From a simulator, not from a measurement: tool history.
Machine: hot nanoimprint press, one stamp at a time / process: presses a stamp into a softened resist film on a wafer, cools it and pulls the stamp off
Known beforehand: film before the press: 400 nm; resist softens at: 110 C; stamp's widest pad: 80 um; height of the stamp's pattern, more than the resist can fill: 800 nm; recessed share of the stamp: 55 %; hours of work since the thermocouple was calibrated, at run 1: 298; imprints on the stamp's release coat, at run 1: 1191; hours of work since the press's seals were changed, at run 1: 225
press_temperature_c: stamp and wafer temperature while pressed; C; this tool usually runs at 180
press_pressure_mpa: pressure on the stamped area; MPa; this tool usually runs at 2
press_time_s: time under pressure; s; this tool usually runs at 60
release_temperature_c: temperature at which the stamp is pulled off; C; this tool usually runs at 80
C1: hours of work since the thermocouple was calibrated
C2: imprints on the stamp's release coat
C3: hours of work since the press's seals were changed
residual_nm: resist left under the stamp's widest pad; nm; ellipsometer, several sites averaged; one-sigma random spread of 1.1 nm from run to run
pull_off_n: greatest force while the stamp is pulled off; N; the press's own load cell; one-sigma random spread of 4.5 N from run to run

{"run": 1, "hour": 0.0, "press_temperature_c": 180, "press_pressure_mpa": 2, "press_time_s": 60, "release_temperature_c": 80, "C1": 298, "C2": 1191, "C3": 225, "residual_nm": 172.5, "pull_off_n": 214}
{"run": 2, "hour": 52.9, "press_temperature_c": 180, "press_pressure_mpa": 2, "press_time_s": 70, "release_temperature_c": 80, "C1": 338, "C2": 1350, "C3": 265, "residual_nm": 161.9, "pull_off_n": 221}
{"run": 3, "hour": 97.5, "press_temperature_c": 180, "press_pressure_mpa": 2, "press_time_s": 70, "release_temperature_c": 80, "C1": 372, "C2": 1485, "C3": 299, "residual_nm": 162.6, "pull_off_n": 224}
{"run": 4, "hour": 151.9, "press_temperature_c": 175, "press_pressure_mpa": 2, "press_time_s": 60, "release_temperature_c": 80, "C1": 413, "C2": 1650, "C3": 340, "residual_nm": 215.8, "pull_off_n": 220}
{"run": 5, "hour": 176.1, "press_temperature_c": 180, "press_pressure_mpa": 2.68, "press_time_s": 60, "release_temperature_c": 80, "C1": 432, "C2": 1723, "C3": 358, "residual_nm": 147.2, "pull_off_n": 223}
{"run": 6, "hour": 216.8, "press_temperature_c": 180, "press_pressure_mpa": 2, "press_time_s": 60, "release_temperature_c": 68, "C1": 463, "C2": 1846, "C3": 389, "residual_nm": 172.1, "pull_off_n": 261}
{"run": 7, "hour": 255.2, "press_temperature_c": 180, "press_pressure_mpa": 2, "press_time_s": 60, "release_temperature_c": 68, "C1": 492, "C2": 1962, "C3": 418, "residual_nm": 174, "pull_off_n": 246}
{"run": 8, "hour": 283.2, "press_temperature_c": 180, "press_pressure_mpa": 2, "press_time_s": 60, "release_temperature_c": 80, "C1": 513, "C2": 2047, "C3": 439, "residual_nm": 170.3, "pull_off_n": 215}
{"run": 9, "hour": 310.5, "press_temperature_c": 180, "press_pressure_mpa": 2, "press_time_s": 60, "release_temperature_c": 80, "C1": 534, "C2": 2129, "C3": 460, "residual_nm": 170.8, "pull_off_n": 224}
{"hour": 322.4, "done": "stamp cleaned and given a new release coat"}
{"hour": 328.8, "done": "plate thermocouple calibrated"}
{"run": 10, "hour": 374.0, "press_temperature_c": 180, "press_pressure_mpa": 2, "press_time_s": 60, "release_temperature_c": 80, "C1": 34, "C2": 147, "C3": 501, "residual_nm": 172.7, "pull_off_n": 226}
{"run": 11, "hour": 413.3, "press_temperature_c": 180, "press_pressure_mpa": 2, "press_time_s": 60, "release_temperature_c": 83, "C1": 64, "C2": 266, "C3": 531, "residual_nm": 170.6, "pull_off_n": 213}
{"hour": 473.7, "done": "press's hydraulic seals changed and the load cell set to zero"}
{"run": 12, "hour": 474.1, "press_temperature_c": 180, "press_pressure_mpa": 2, "press_time_s": 60, "release_temperature_c": 83, "C1": 104, "C2": 425, "C3": 0, "residual_nm": 172.1, "pull_off_n": 208}
{"run": 13, "hour": 508.2, "press_temperature_c": 183, "press_pressure_mpa": 2, "press_time_s": 60, "release_temperature_c": 83, "C1": 130, "C2": 529, "C3": 26, "residual_nm": 147, "pull_off_n": 214}
{"run": 14, "hour": 555.3, "press_temperature_c": 183, "press_pressure_mpa": 2, "press_time_s": 60, "release_temperature_c": 83, "C1": 166, "C2": 671, "C3": 62, "residual_nm": 149.2, "pull_off_n": 209}
{"run": 15, "hour": 587.2, "press_temperature_c": 183, "press_pressure_mpa": 2, "press_time_s": 60, "release_temperature_c": 84, "C1": 190, "C2": 767, "C3": 86, "residual_nm": 146.5, "pull_off_n": 210}
{"run": 16, "hour": 614.1, "press_temperature_c": 183, "press_pressure_mpa": 2, "press_time_s": 60, "release_temperature_c": 65, "C1": 210, "C2": 849, "C3": 106, "residual_nm": 147.3, "pull_off_n": 263}
{"run": 17, "hour": 649.5, "press_temperature_c": 183, "press_pressure_mpa": 2, "press_time_s": 60, "release_temperature_c": 65, "C1": 237, "C2": 956, "C3": 133, "residual_nm": 149.4, "pull_off_n": 265}
{"run": 18, "hour": 679.0, "press_temperature_c": 183, "press_pressure_mpa": 2, "press_time_s": 60, "release_temperature_c": 65, "C1": 259, "C2": 1045, "C3": 156, "residual_nm": 150.2, "pull_off_n": 257}
{"run": 19, "hour": 732.2, "press_temperature_c": 183, "press_pressure_mpa": 2, "press_time_s": 60, "release_temperature_c": 71, "C1": 300, "C2": 1206, "C3": 196, "residual_nm": 148.5, "pull_off_n": 243}
{"run": 20, "hour": 788.0, "press_temperature_c": 183, "press_pressure_mpa": 2, "press_time_s": 60, "release_temperature_c": 71, "C1": 342, "C2": 1375, "C3": 238, "residual_nm": 149.3, "pull_off_n": 241}
{"run": 21, "hour": 841.0, "press_temperature_c": 180, "press_pressure_mpa": 1.42, "press_time_s": 45, "release_temperature_c": 71, "C1": 382, "C2": 1535, "C3": 278, "residual_nm": 219.1, "pull_off_n": 243}
{"run": 22, "hour": 865.6, "press_temperature_c": 180, "press_pressure_mpa": 2.23, "press_time_s": 57, "release_temperature_c": 77, "C1": 401, "C2": 1609, "C3": 297, "residual_nm": 164, "pull_off_n": 225}
{"run": 23, "hour": 915.4, "press_temperature_c": 180, "press_pressure_mpa": 2, "press_time_s": 104, "release_temperature_c": 80, "C1": 438, "C2": 1760, "C3": 335, "residual_nm": 138.1, "pull_off_n": 218}
{"run": 24, "hour": 960.0, "press_temperature_c": 186, "press_pressure_mpa": 2, "press_time_s": 60, "release_temperature_c": 80, "C1": 472, "C2": 1895, "C3": 369, "residual_nm": 131.9, "pull_off_n": 228}
{"run": 25, "hour": 990.0, "press_temperature_c": 186, "press_pressure_mpa": 2, "press_time_s": 60, "release_temperature_c": 80, "C1": 495, "C2": 1985, "C3": 391, "residual_nm": 129.3, "pull_off_n": 217}
{"run": 26, "hour": 1026.8, "press_temperature_c": 172, "press_pressure_mpa": 1.95, "press_time_s": 33, "release_temperature_c": 82, "C1": 523, "C2": 2096, "C3": 419, "residual_nm": 290, "pull_off_n": 218}
{"hour": 1047.8, "done": "stamp cleaned and given a new release coat"}
{"hour": 1060.0, "done": "plate thermocouple calibrated"}
{"run": 27, "hour": 1067.0, "press_temperature_c": 180, "press_pressure_mpa": 2, "press_time_s": 46, "release_temperature_c": 66, "C1": 5, "C2": 49, "C3": 443, "residual_nm": 189.8, "pull_off_n": 253}
{"run": 28, "hour": 1110.0, "press_temperature_c": 181, "press_pressure_mpa": 2, "press_time_s": 60, "release_temperature_c": 80, "C1": 38, "C2": 179, "C3": 475, "residual_nm": 162.2, "pull_off_n": 214}
{"run": 29, "hour": 1162.4, "press_temperature_c": 178, "press_pressure_mpa": 1.36, "press_time_s": 40, "release_temperature_c": 80, "C1": 78, "C2": 337, "C3": 515, "residual_nm": 252.7, "pull_off_n": 230}

What if the next run were any one of these 4? Each begins from the tool's condition after run 29:
{"run": "A", "hour": 1196.5, "press_temperature_c": 178, "press_pressure_mpa": 1.71, "press_time_s": 100, "release_temperature_c": 66, "C1": 103, "C2": 440, "C3": 541, "residual_nm": "?", "pull_off_n": "?"}
{"run": "B", "hour": 1196.5, "press_temperature_c": 184, "press_pressure_mpa": 1.36, "press_time_s": 40, "release_temperature_c": 80, "C1": 103, "C2": 440, "C3": 541, "residual_nm": "?", "pull_off_n": "?"}
{"run": "C", "hour": 1196.5, "press_temperature_c": 178, "press_pressure_mpa": 2.11, "press_time_s": 85, "release_temperature_c": 87, "C1": 103, "C2": 440, "C3": 541, "residual_nm": "?", "pull_off_n": "?"}
{"run": "D", "hour": 1196.5, "press_temperature_c": 178, "press_pressure_mpa": 1.36, "press_time_s": 109, "release_temperature_c": 80, "C1": 103, "C2": 440, "C3": 541, "residual_nm": "?", "pull_off_n": "?"}

run=A residual_nm=166.7 pull_off_n=265
run=B residual_nm=200.9 pull_off_n=211
run=C residual_nm=160.9 pull_off_n=203
run=D residual_nm=182.5 pull_off_n=222
Take away the tool's hidden state, keep each run's random variation, and the runs would have read:
run=A residual_nm=166.7 pull_off_n=265
run=B residual_nm=200.9 pull_off_n=211
run=C residual_nm=160.9 pull_off_n=203
run=D residual_nm=182.5 pull_off_n=222
